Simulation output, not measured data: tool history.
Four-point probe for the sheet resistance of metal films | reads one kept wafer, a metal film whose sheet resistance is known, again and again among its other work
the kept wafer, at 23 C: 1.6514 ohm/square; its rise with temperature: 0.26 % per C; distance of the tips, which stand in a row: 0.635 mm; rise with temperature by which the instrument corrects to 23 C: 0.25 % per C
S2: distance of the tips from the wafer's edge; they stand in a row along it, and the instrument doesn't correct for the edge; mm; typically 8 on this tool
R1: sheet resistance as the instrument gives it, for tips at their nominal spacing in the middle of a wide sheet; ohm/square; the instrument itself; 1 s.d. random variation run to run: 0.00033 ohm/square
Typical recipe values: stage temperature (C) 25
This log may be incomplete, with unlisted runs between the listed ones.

{"run": 1, "day": 0.0, "stage temperature (C)": 25, "S2": 8, "R1": 1.656304}
{"run": 2, "day": 0.708, "stage temperature (C)": 25, "S2": 8, "R1": 1.656468}
{"run": 3, "day": 1.425, "stage temperature (C)": 25, "S2": 8, "R1": 1.656648}
{"run": 4, "day": 2.308, "stage temperature (C)": 25, "S2": 8, "R1": 1.655839}
{"run": 5, "day": 3.083, "stage temperature (C)": 25, "S2": 8, "R1": 1.655911}
{"run": 6, "day": 3.771, "stage temperature (C)": 25, "S2": 8, "R1": 1.656808}
{"run": 7, "day": 5.133, "stage temperature (C)": 33, "S2": 8, "R1": 1.657265}
{"run": 8, "day": 5.788, "stage temperature (C)": 25, "S2": 8, "R1": 1.656758}
{"run": 9, "day": 6.762, "stage temperature (C)": 25, "S2": 8, "R1": 1.656852}
{"run": 10, "day": 8.058, "stage temperature (C)": 20, "S2": 8, "R1": 1.656306}
{"run": 11, "day": 9.4, "stage temperature (C)": 25, "S2": 32, "R1": 1.651583}
{"run": 12, "day": 10.05, "stage temperature (C)": 32, "S2": 4, "R1": 1.673721}
{"run": 13, "day": 11.292, "stage temperature (C)": 19, "S2": 4, "R1": 1.672254}
{"run": 14, "day": 12.496, "stage temperature (C)": 21, "S2": 33, "R1": 1.651328}
{"run": 15, "day": 13.467, "stage temperature (C)": 21, "S2": 33, "R1": 1.650666}
{"run": 16, "day": 14.471, "stage temperature (C)": 30, "S2": 47, "R1": 1.65224}
{"run": 17, "day": 15.033, "stage temperature (C)": 21, "S2": 75, "R1": 1.650095}
{"run": 18, "day": 15.675, "stage temperature (C)": 29, "S2": 36, "R1": 1.65288}
{"run": 19, "day": 16.379, "stage temperature (C)": 25, "S2": 10, "R1": 1.654977}
{"run": 20, "day": 17.338, "stage temperature (C)": 25, "S2": 10, "R1": 1.65483}
{"run": 21, "day": 18.367, "stage temperature (C)": 34, "S2": 9, "R1": 1.657419}
{"run": 22, "day": 19.508, "stage temperature (C)": 30, "S2": 57, "R1": 1.652422}

5 options for the next run, each taken on its own from the tool as it stands now. Forecast them:
{"run": "A", "day": 20.388, "stage temperature (C)": 18, "S2": 7, "R1": "?"}
{"run": "B", "day": 20.388, "stage temperature (C)": 30, "S2": 11, "R1": "?"}
{"run": "C", "day": 20.388, "stage temperature (C)": 33, "S2": 4, "R1": "?"}
{"run": "D", "day": 20.388, "stage temperature (C)": 30, "S2": 28, "R1": "?"}
{"run": "E", "day": 20.388, "stage temperature (C)": 21, "S2": 5, "R1": "?"}

run=A R1=1.658178
run=B R1=1.655158
run=C R1=1.675383
run=D R1=1.653419
run=E R1=1.665398
Stripped of hidden state, with their random variation kept, the same runs would have yielded:
run=A R1=1.658155
run=B R1=1.655085
run=C R1=1.675298
run=D R1=1.653346
run=E R1=1.665362
